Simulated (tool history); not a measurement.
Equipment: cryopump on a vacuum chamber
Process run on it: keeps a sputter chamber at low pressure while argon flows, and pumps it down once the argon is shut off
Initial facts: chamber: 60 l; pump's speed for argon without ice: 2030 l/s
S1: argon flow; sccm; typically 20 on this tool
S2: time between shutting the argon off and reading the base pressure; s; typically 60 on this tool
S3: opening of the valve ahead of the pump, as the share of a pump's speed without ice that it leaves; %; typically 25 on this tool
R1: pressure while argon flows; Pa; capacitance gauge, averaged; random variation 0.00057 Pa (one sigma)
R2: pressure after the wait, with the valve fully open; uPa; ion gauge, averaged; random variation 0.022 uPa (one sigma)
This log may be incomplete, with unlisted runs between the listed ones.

{"run": 1, "day": 0.0, "S1": 20, "S2": 60, "S3": 25, "R1": 0.0716, "R2": 1.43}
{"run": 2, "day": 0.546, "S1": 20, "S2": 60, "S3": 25, "R1": 0.0704, "R2": 1.39}
{"run": 3, "day": 1.688, "S1": 20, "S2": 60, "S3": 25, "R1": 0.0724, "R2": 1.47}
{"run": 4, "day": 2.438, "S1": 20, "S2": 60, "S3": 25, "R1": 0.0716, "R2": 1.47}
{"run": 5, "day": 3.267, "S1": 20, "S2": 60, "S3": 25, "R1": 0.0713, "R2": 1.46}
{"run": 6, "day": 4.054, "S1": 20, "S2": 60, "S3": 25, "R1": 0.0726, "R2": 1.46}
{"run": 7, "day": 4.954, "S1": 20, "S2": 25, "S3": 25, "R1": 0.072, "R2": 2.24}
{"run": 8, "day": 5.912, "S1": 20, "S2": 60, "S3": 21, "R1": 0.0859, "R2": 1.6}
{"run": 9, "day": 6.688, "S1": 20, "S2": 60, "S3": 25, "R1": 0.0726, "R2": 1.52}
{"run": 10, "day": 7.208, "S1": 20, "S2": 60, "S3": 25, "R1": 0.0739, "R2": 1.57}
{"run": 11, "day": 7.7, "S1": 36, "S2": 60, "S3": 25, "R1": 0.1313, "R2": 1.57}
{"run": 12, "day": 8.358, "S1": 21, "S2": 60, "S3": 25, "R1": 0.0765, "R2": 1.58}
{"run": 13, "day": 9.3, "S1": 21, "S2": 60, "S3": 25, "R1": 0.0785, "R2": 1.66}
{"run": 14, "day": 10.3, "S1": 21, "S2": 60, "S3": 25, "R1": 0.0774, "R2": 1.69}
{"run": 15, "day": 10.925, "S1": 28, "S2": 41, "S3": 18, "R1": 0.1413, "R2": 1.88}
{"day": 11.554, "done": "pump warmed up, emptied and cooled again"}
{"run": 16, "day": 11.683, "S1": 28, "S2": 41, "S3": 18, "R1": 0.1307, "R2": 1.5}
{"run": 17, "day": 12.383, "S1": 28, "S2": 41, "S3": 18, "R1": 0.1307, "R2": 1.49}
{"run": 18, "day": 13.054, "S1": 9, "S2": 184, "S3": 16, "R1": 0.0473, "R2": 1.01}
{"run": 19, "day": 13.9, "S1": 9, "S2": 184, "S3": 16, "R1": 0.0464, "R2": 1.01}
{"run": 20, "day": 14.404, "S1": 31, "S2": 145, "S3": 19, "R1": 0.1378, "R2": 1.11}
{"run": 21, "day": 15.325, "S1": 31, "S2": 52, "S3": 19, "R1": 0.1372, "R2": 1.46}
{"run": 22, "day": 16.029, "S1": 24, "S2": 63, "S3": 22, "R1": 0.0924, "R2": 1.34}
{"run": 23, "day": 17.029, "S1": 10, "S2": 60, "S3": 28, "R1": 0.0299, "R2": 1.36}
{"run": 24, "day": 17.8, "S1": 27, "S2": 65, "S3": 23, "R1": 0.0993, "R2": 1.32}
{"run": 25, "day": 18.267, "S1": 20, "S2": 35, "S3": 53, "R1": 0.0327, "R2": 1.77}
{"run": 26, "day": 19.017, "S1": 20, "S2": 25, "S3": 25, "R1": 0.0678, "R2": 2.04}

Selected run-to-run steps in R1, each split into two signed amounts: the part the tool would show with no hidden state at all (from settings, incoming material and random variation), and the remainder, which goes to the hidden state together with any gauge scatter not common to the measured and the hidden-state-free results:
Unlogged tool condition in this case: pump's speed, % of a pump's without ice; cold plate's temperature, K; leak into the chamber, uPa l/s; drift of the gauge itself on working_pa, %; drift of the gauge itself on base_upa, %.
Run 10 -> 11: S1 20 -> 36. R1 +0.0574 Pa: hidden state +0.0053, all else +0.0521.
Run 15 -> 16: pump warmed up, emptied and cooled again. R1 -0.0106 Pa: hidden state -0.0104, all else -0.0002.
Run 17 -> 18: S1 28 -> 9, S2 41 -> 184, S3 18 -> 16. R1 -0.0834 Pa: hidden state -0.0002, all else -0.0832.
Run 19 -> 20: S1 9 -> 31, S2 184 -> 145, S3 16 -> 19. R1 +0.0914 Pa: hidden state +0.0007, all else +0.0907.
